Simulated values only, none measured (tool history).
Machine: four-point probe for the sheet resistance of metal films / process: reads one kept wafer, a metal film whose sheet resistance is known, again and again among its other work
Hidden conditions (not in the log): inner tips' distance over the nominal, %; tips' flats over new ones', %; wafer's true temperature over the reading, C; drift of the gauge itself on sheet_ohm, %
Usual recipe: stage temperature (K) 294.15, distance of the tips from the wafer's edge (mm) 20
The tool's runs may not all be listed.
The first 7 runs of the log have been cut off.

run    hour  stage temperature (K)  distance of the tips from the wafer's edge (mm)  touches since the probe head was changed  hours of work since the stage's thermometer was calibrated  sheet resistance as the instrument gives it (ohm/square)
  8   476.3                 294.15                                               20                                     19271                                                         273                                                  0.114289
  9   541.4                 294.15                                               27                                     20181                                                         300                                                  0.114269
 10   602.5                 294.15                                               27                                     21034                                                         325                                                  0.114279
 11   682.4                 296.15                                               27                                     22150                                                         358                                                  0.114324
 12   741.6                 294.15                                               20                                     22978                                                         383                                                  0.114226
 13   805.5                 294.15                                               20                                     23870                                                         409                                                  0.114250
 14   879.9                 294.15                                               20                                     24910                                                         440                                                  0.114243
 15   964.2                 294.15                                               20                                     26087                                                         475                                                  0.114238
 16  1051.4                 294.15                                               20                                     27306                                                         511                                                  0.114232
 17  1097.2                 294.15                                               20                                     27945                                                         530                                                  0.114259
 18  1160.3                 308.15                                               30                                     28826                                                         556                                                  0.114779
 19  1207.6                 305.15                                               37                                     29487                                                         575                                                  0.114632
 20  1297.0                 305.15                                               37                                     30736                                                         612                                                  0.114693
 21  1336.7                 293.15                                                5                                     31292                                                         629                                                  0.114733
 22  1420.5                 292.15                                               16                                     32462                                                         663                                                  0.114143
 23  1485.5                 292.15                                               16                                     33369                                                         690                                                  0.114170
 24  1558.8                 297.15                                                3                                     34393                                                         720                                                  0.115937

Expected results for the next run?
 25  1616.4                 297.15                                               25                                     35198                                                         744                                                         ?

sheet resistance as the instrument gives it (ohm/square): 0.114277
If the tool had no hidden condition, the same run with the same run-to-run variation would have returned sheet resistance as the instrument gives it (ohm/square) 0.114150.
